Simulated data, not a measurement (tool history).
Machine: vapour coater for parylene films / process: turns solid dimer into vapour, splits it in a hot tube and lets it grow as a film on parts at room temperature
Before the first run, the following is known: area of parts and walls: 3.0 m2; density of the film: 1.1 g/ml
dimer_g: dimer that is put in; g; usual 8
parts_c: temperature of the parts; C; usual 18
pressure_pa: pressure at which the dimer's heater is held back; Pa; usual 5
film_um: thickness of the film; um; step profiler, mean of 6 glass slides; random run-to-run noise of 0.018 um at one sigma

Run 1, hour 0: usual settings. Result: film_um 1.19 um.
Run 2, hour 25.9: usual settings. Result: film_um 1.19 um.
Run 3, hour 56.5: usual settings. Result: film_um 1.18 um.
Run 4, hour 76.7: usual settings. Result: film_um 1.19 um.
Run 5, hour 104: usual settings but parts_c 11 C. Result: film_um 1.5 um.
Run 6, hour 122.3: usual settings but parts_c 11 C. Result: film_um 1.46 um.
Run 7, hour 142.2: usual settings but parts_c 11 C. Result: film_um 1.5 um.
Run 8, hour 167: usual settings but dimer_g 11 g, pressure_pa 6.15 Pa. Result: film_um 1.58 um.
Run 9, hour 191.4: usual settings but dimer_g 11 g, parts_c 29 C, pressure_pa 5.34 Pa. Result: film_um 1.09 um.
Run 10, hour 219: usual settings but dimer_g 11 g, parts_c 29 C, pressure_pa 5.34 Pa. Result: film_um 1.13 um.
Run 11, hour 235.5: usual settings but dimer_g 3 g, parts_c 24 C, pressure_pa 8.73 Pa. Result: film_um 0.34 um.

Here are 3 independent what-if runs from the current tool condition. What would each one return?
Run A, hour 268.8: usual settings but dimer_g 13 g, parts_c 24 C, pressure_pa 5.91 Pa. Result: film_um ?.
Run B, hour 268.8: usual settings but dimer_g 5 g, parts_c 13 C, pressure_pa 2.16 Pa. Result: film_um ?.
Run C, hour 268.8: usual settings but parts_c 25 C, pressure_pa 11.92 Pa. Result: film_um ?.

run  film_um
  A     1.52
  B     0.96
  C     0.81
The same runs, with their run-to-run variation unchanged, on a tool lacking any hidden condition would have given:
run  film_um
  A     1.56
  B     0.98
  C     0.83
